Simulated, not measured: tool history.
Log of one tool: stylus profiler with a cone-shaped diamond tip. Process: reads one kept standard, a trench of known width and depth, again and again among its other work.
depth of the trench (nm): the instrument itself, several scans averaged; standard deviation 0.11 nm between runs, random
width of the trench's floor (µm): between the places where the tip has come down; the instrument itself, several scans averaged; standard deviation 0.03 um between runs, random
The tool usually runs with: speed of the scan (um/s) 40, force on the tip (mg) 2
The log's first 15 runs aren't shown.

run	hour	speed of the scan (um/s)	force on the tip (mg)	scans with this tip	hours of work since the height scale was calibrated	depth of the trench (nm)	width of the trench's floor (µm)
16	498.9	40	2	8024	957	200.27	96.58
17	526.8	40	1.56	8122	969	200.28	96.55
18	551.5	40	1.81	8210	979	200.19	96.52
19	601.5	40	1.81	8386	1000	200.34	96.51
20	636.1	40	2	8508	1015	200.29	96.56
21	660.9	20	2.32	8596	1025	200.52	96.63
22	700	40	2.12	8734	1042	200.42	96.57
23	729	40	2.12	8836	1054	200.39	96.54
24	762.5	40	2.12	8954	1068	200.28	96.51
25	796.3	33	2	9074	1082	200.21	96.52
26	840.1	33	2	9228	1101	200.17	96.53
27	886	48	5.42	9390	1120	201.39	96.57
28	909.9	48	5.42	9475	1130	201.38	96.57
29	945.3	48	5.42	9600	1145	201.56	96.52
30	969.9	25	2.59	9687	1155	200.55	96.51
31	1012.4	25	2.4	9837	1173	200.3	96.57
32	1050.5	96	4.07	9971	1189	200.98	96.36
33	1080.3	113	4.07	10076	1202	200.93	96.38
34	1108.9	113	4.07	10178	1214	201.03	96.37
35	1136.6	51	1.31	10275	1226	199.63	96.41
36	1184.3	46	2.65	10444	1246	200.42	96.49
37	1205.2	46	2.65	10517	1254	200.3	96.43
38	1230.4	28	2.65	10607	1265	200.37	96.43
39	1279.8	60	2	10781	1286	200.1	96.39
40	1305	92	1.26	10870	1296	199.47	96.17

Consider 5 possible next runs. They are alternatives, not a sequence: every one starts from the tool as it was left by run 40. What does each give?
A	1334.1	62	0.75	10973	1309	?	?
B	1334.1	31	0.7	10973	1309	?	?
C	1334.1	40	4.23	10973	1309	?	?
D	1334.1	15	2	10973	1309	?	?
E	1334.1	12	4.85	10973	1309	?	?

run	depth of the trench (nm)	width of the trench's floor (µm)
A	199.31	96.26
B	199.28	96.41
C	200.75	96.48
D	199.94	96.53
E	200.93	96.51
Stripped of hidden state, with their random variation kept, the same runs would have yielded:
run	depth of the trench (nm)	width of the trench's floor (µm)
A	200.55	96.92
B	200.52	97.07
C	202	97.14
D	201.18	97.19
E	202.18	97.17
